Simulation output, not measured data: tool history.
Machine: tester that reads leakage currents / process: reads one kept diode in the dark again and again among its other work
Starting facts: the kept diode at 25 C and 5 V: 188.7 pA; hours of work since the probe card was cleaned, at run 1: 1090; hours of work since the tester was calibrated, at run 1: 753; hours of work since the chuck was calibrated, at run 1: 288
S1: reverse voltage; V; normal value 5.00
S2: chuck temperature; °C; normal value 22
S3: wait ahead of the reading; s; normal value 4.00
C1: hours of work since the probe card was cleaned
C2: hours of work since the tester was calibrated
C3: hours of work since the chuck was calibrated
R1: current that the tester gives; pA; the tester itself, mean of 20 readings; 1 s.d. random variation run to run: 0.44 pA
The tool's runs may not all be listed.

{"run": 1, "hour": 0.0, "S1": 5.0, "S2": 22, "S3": 4.0, "C1": 1090, "C2": 753, "C3": 288, "R1": 157.17}
{"run": 2, "hour": 23.2, "S1": 5.0, "S2": 22, "S3": 4.0, "C1": 1104, "C2": 767, "C3": 302, "R1": 156.88}
{"run": 3, "hour": 42.7, "S1": 5.0, "S2": 22, "S3": 4.0, "C1": 1116, "C2": 779, "C3": 314, "R1": 157.26}
{"run": 4, "hour": 61.8, "S1": 5.0, "S2": 22, "S3": 4.0, "C1": 1128, "C2": 791, "C3": 326, "R1": 156.76}
{"run": 5, "hour": 88.8, "S1": 5.0, "S2": 22, "S3": 4.0, "C1": 1145, "C2": 807, "C3": 342, "R1": 157.88}
{"run": 6, "hour": 111.4, "S1": 9.2, "S2": 22, "S3": 1.85, "C1": 1158, "C2": 821, "C3": 356, "R1": 213.91}

The next listed run, before its measurement:
{"hour": 115.8, "done": "chuck's temperature calibrated"}
{"run": 7, "hour": 143.0, "S1": 10.07, "S2": 22, "S3": 1.29, "C1": 1177, "C2": 839, "C3": 17, "R1": "?"}

{"run 7": {"R1": 226.77}}
Without the tool's hidden state the same run would have given R1 208.33 pA.

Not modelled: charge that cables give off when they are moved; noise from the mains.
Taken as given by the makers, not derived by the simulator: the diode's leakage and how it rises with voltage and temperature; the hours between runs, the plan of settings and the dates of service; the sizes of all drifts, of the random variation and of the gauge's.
